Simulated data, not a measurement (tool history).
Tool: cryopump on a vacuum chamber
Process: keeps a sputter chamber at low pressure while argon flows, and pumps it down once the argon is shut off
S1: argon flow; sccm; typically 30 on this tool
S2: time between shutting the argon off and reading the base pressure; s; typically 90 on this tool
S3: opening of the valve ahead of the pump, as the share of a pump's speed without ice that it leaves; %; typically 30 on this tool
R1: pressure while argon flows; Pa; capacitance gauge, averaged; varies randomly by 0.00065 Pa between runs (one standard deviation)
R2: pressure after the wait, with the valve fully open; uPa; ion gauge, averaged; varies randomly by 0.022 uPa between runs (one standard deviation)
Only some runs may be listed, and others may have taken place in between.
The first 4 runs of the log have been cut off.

run,hour,S1,S2,S3,R1,R2
5,112.3,30,90,30,0.1049,1.14
6,150.4,30,90,30,0.1045,1.16
7,191,30,90,30,0.1037,1.16
8,216.2,30,90,30,0.1051,1.24
9,245.1,13,90,30,0.0453,1.18
10,284,13,90,30,0.046,1.23
11,309.4,30,90,18,0.1744,1.19
12,328.2,29,90,30,0.103,1.17
13,356,29,90,30,0.1037,1.19
14,378.5,29,90,30,0.1029,1.23
15,397.5,29,90,30,0.1011,1.21
16,427.8,30,90,30,0.1065,1.26
17,452.2,30,90,30,0.1089,1.26

Forecast run 18:
18,478.4,30,90,30,?,?

{"run 18": {"R1": 0.1068, "R2": 1.28}}
With the hidden condition absent and the run-to-run variation left alone, this run would have shown R1 0.1027 Pa, R2 0.67 uPa.

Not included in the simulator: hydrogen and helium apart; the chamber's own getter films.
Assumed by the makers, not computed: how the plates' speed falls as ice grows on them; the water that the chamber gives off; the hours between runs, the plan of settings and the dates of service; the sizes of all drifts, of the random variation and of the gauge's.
